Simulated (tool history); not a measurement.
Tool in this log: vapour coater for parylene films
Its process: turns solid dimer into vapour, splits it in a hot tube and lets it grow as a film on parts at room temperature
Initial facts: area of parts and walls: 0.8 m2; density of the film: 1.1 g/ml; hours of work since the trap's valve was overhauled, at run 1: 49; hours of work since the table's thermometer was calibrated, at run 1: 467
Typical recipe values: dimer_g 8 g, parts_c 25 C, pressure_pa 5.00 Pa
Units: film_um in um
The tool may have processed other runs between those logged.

run     day  dimer_g  parts_c  pressure_pa  hours of work since the trap's valve was overhauled  hours of work since the table's thermometer was calibrated  film_um
  1   0.000        8       25         5.00                                                   49                                                         467     4.66
  2   1.962        8       25         5.00                                                   81                                                         499     4.53
  3   4.096        8       25         5.00                                                  116                                                         534     4.49
  4   5.300        8       25         5.00                                                  136                                                         554     4.34
  5   6.742        8       25         5.00                                                  159                                                         578     4.42
  6   9.208        8       25         5.00                                                  200                                                         618     4.26
  7  10.592        8       25         5.00                                                  223                                                         641     4.26
     11.200  -- trap's valve overhauled
  8  12.929        8       25         5.00                                                   28                                                         677     4.60
  9  14.096        8       25         5.00                                                   48                                                         696     4.55
 10  16.092        4       25         5.00                                                   80                                                         729     2.28
 11  17.471        4       25         5.00                                                  103                                                         751     2.21
 12  19.350        4       25         5.00                                                  134                                                         782     2.21
 13  22.058        8       25         5.00                                                  179                                                         827     4.29
 14  24.421        8       25         5.00                                                  217                                                         866     4.19
     25.229  -- trap's valve overhauled
 15  26.212        8       25         5.00                                                   16                                                         893     4.56
 16  27.396        8       25         3.84                                                   36                                                         912     4.89
 17  29.371        8       25         5.00                                                   68                                                         944     4.48
 18  30.583        8       25         5.00                                                   88                                                         964     4.45
 19  32.979        8       25         5.00                                                  127                                                        1004     4.37
 20  34.375        8       25         5.00                                                  150                                                        1027     4.40
 21  36.054        8       25         5.00                                                  178                                                        1054     4.31
 22  37.975        8       25         5.00                                                  210                                                        1086     4.20
 23  39.075        8       25         5.00                                                  228                                                        1104     4.06
     39.438  -- trap's valve overhauled
 24  41.054        8       25         5.00                                                   27                                                        1134     4.55
 25  43.304       11       21         5.00                                                   64                                                        1171     6.73
 26  44.496       11       25         6.18                                                   83                                                        1191     5.75
 27  45.779        6       30         2.81                                                  104                                                        1212     3.32
 28  48.054        6       30         2.81                                                  142                                                        1249     3.31
     50.246  -- table's thermometer calibrated
 29  50.804        6       30         2.81                                                  186                                                           9     3.33
 30  52.717        8       30         5.81                                                  218                                                          41     3.66
     53.508  -- trap's valve overhauled
 31  55.492        8       30         2.21                                                   33                                                          84     4.88

Predict the results of run 32:
 32  57.067       10       36         8.79                                                   58                                                         109        ?

Logged for run 32: film_um 3.98 um.
On a tool with no hidden condition, and with the same random variation, this run would have come out at film_um 4.13 um.
